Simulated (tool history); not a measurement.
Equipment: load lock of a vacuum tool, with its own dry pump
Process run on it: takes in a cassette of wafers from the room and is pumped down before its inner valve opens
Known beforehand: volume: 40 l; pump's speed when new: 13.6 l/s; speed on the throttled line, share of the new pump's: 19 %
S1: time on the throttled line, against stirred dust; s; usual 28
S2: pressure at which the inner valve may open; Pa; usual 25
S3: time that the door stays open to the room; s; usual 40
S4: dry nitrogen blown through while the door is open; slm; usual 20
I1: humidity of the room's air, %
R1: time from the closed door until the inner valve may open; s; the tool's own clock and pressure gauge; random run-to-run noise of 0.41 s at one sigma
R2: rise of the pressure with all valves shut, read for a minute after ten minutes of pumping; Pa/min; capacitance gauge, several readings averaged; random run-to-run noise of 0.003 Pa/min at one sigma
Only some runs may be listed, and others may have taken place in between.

run     day  S1  S2   S3  S4    I1    R1     R2
  1   0.000  28  25   40  20  48.0  46.8  0.032
  2   6.250  28  25   40  20  45.6  47.1  0.031
  3   9.950  28  25   40  20  43.2  47.9  0.023
  4  13.917  33  25   40  20  45.7  51.7  0.025
  5  17.508  33  25   40  20  44.7  51.0  0.023
  6  22.833  33  25  120  20  48.1  50.1  0.050
  7  26.150  33  25  120  20  48.3  51.4  0.042
     29.067  -- door's seal changed, seat wiped
  8  33.079  28  25  105  20  47.1  46.8  0.037
  9  37.083  22  25   40  20  47.4  43.0  0.024
 10  39.888  22  35   91  20  44.8  41.2  0.034
 11  44.762  51  23  143  20  45.4  66.5  0.039
 12  49.217  28  25  119  11  46.0  46.9  0.047
 13  55.288  22  27   40  19  48.8  42.3  0.024
 14  58.621  44  27   40  44  43.5  59.7  0.011
 15  65.004  51  34   40   8  45.0  65.2  0.030

What if the next run were any one of these 5? Each begins from the tool's condition after run 15:
  A  71.825  28  25  154  12  46.1   ?   ?
  B  71.825  28  25  138  34  46.0   ?   ?
  C  71.825  54  34   79  36  46.9   ?   ?
  D  71.825  41  41  147  20  42.8   ?   ?
  E  71.825  45  25   40  20  46.4   ?   ?

run    R1     R2
  A  47.0  0.049
  B  47.6  0.035
  C  66.5  0.032
  D  56.3  0.043
  E  61.2  0.028
Without the tool's unlogged condition, the same runs would have read:
run    R1     R2
  A  47.0  0.049
  B  47.6  0.035
  C  66.5  0.032
  D  56.3  0.043
  E  61.2  0.028
